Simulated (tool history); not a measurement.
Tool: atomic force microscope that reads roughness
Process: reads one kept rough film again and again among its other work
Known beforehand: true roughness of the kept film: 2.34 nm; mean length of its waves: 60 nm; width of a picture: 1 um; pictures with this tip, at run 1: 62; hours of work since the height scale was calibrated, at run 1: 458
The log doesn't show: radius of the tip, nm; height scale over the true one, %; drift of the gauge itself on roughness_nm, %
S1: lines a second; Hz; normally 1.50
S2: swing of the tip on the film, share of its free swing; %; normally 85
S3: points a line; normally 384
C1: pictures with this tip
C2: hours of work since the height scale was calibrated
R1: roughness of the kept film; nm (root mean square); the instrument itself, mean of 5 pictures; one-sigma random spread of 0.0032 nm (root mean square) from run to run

run   hour    S1  S2    S3  C1   C2     R1
  1    0.0  1.50  85   384  62  458  2.123
  2   12.4  1.50  85   384  81  468  2.109
      22.8  -- new tip fitted
  3   22.9  1.50  85   384   0  476  2.163
  4   38.7  2.91  85   384  24  488  2.025
  5   51.4  1.50  85   384  44  498  2.143
  6   70.5  1.50  85   384  73  513  2.122
      85.6  -- new tip fitted
  7   89.4  1.50  85   384   6  528  2.163
  8  102.2  1.50  85   384  25  538  2.156
  9  114.0  1.50  85   303  43  547  2.134
 10  126.5  1.50  85   303  62  557  2.126
 11  144.6  1.50  85   303  90  571  2.110
     148.5  -- new tip fitted
 12  153.1  2.04  67  1022   7  577  2.242
 13  165.0  2.64  74   457  25  587  2.146
 14  180.8  1.34  71   547  49  599  2.222
 15  189.9  1.34  71   547  63  606  2.212
     192.5  -- height scale calibrated on a step standard
 16  203.5  1.34  71   547  83    9  2.215
     213.3  -- new tip fitted
 17  222.7  0.70  79   674  14   23  2.269
     234.5  -- height scale calibrated on a step standard, once more
 18  234.5  1.50  80   364  30    0  2.160
 19  248.6  1.50  80   364  52   11  2.152
 20  265.7  1.50  80   364  78   25  2.142
     277.8  -- new tip fitted
 21  284.5  1.50  77   649  10   39  2.198

5 ways to go on from here, each from the tool as it stands after run 21. What would each give?
  A  302.0  0.77  85  384  37  53   ?
  B  302.0  1.94  67  376  37  53   ?
  C  302.0  2.41  81  384  37  53   ?
  D  302.0  1.18  85  384  37  53   ?
  E  302.0  1.50  77  872  37  53   ?

run     R1
  A  2.199
  B  2.202
  C  2.084
  D  2.162
  E  2.173
Take away the tool's hidden state, keep each run's random variation, and the runs would have read:
run     R1
  A  2.225
  B  2.228
  C  2.108
  D  2.188
  E  2.198

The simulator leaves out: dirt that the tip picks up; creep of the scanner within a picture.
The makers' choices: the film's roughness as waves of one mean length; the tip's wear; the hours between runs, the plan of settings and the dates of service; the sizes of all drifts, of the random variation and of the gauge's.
